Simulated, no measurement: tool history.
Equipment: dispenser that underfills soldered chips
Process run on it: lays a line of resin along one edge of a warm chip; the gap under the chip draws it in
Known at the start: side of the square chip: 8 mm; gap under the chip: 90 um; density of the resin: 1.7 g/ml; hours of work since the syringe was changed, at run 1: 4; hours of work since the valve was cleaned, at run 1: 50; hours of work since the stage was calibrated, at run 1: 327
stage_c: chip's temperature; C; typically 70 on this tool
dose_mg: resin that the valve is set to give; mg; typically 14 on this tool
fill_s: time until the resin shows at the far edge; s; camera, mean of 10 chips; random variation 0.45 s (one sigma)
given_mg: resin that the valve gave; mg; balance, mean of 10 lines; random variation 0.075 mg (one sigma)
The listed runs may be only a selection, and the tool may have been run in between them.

run   hour  stage_c  dose_mg  hours of work since the syringe was changed  hours of work since the valve was cleaned  hours of work since the stage was calibrated  fill_s  given_mg
  1      0       70       14                                            4                                         50                                           327    39.9     13.65
       6.2  -- new syringe of resin
  2    9.5       70       14                                            2                                         56                                           332    36.8     13.45
      18.2  -- new syringe of resin
  3   22.6       70     12.4                                            3                                         64                                           340    40.5     11.79
      30.3  -- new syringe of resin
  4     35       68       14                                            3                                         71                                           348    41.9     13.14
      42.4  -- new syringe of resin
  5   49.6       73       14                                            4                                         80                                           356    38.3     13.01
      55.2  -- new syringe of resin
      61.6  -- dispensing valve cleaned and set on the balance
  6   62.6       82       14                                            4                                          1                                           364    26.3     14.05
      68.6  -- new syringe of resin
  7   71.8       82       14                                            2                                          6                                           369    24.2     13.88
      80.4  -- new syringe of resin
  8   83.8       70       14                                            2                                         13                                           376    35.7     13.91
      92.2  -- new syringe of resin
  9   92.8       63     12.8                                            0                                         19                                           382      42     12.44
     104.5  -- new syringe of resin
 10  104.5       69     15.8                                            0                                         26                                           389    32.1     15.59
     116.5  -- new syringe of resin
 11  119.8       59     13.5                                            2                                         35                                           398    54.4     13.26
     128.3  -- new syringe of resin
 12  130.7       55     15.7                                            2                                         42                                           405    59.3     15.25
     140.7  -- new syringe of resin
 13  142.6       77     16.9                                            1                                         49                                           412    25.8     16.06
 14  150.3       77     16.3                                            6                                         53                                           417      35      15.4
     152.7  -- new syringe of resin
 15  157.9       77     16.3                                            3                                         58                                           421    29.8     15.53
     165.1  -- new syringe of resin
 16  168.5       62       14                                            2                                         64                                           427      48     13.32

Each row is a separate what-if for the run after 16, all from the same tool condition, not one after another. Results?
  A  175.6       70     15.2                                            6                                         69                                           432       ?         ?
  B  175.6       62     16.8                                            6                                         69                                           432       ?         ?
  C  175.6       59       18                                            6                                         69                                           432       ?         ?

run  fill_s  given_mg
  A    45.3     14.21
  B    61.1     15.76
  C    68.7     16.84
With the hidden condition removed and each run's random variation left untouched, the same runs would have given:
run  fill_s  given_mg
  A    33.1     15.08
  B      45     16.72
  C    50.9     17.86
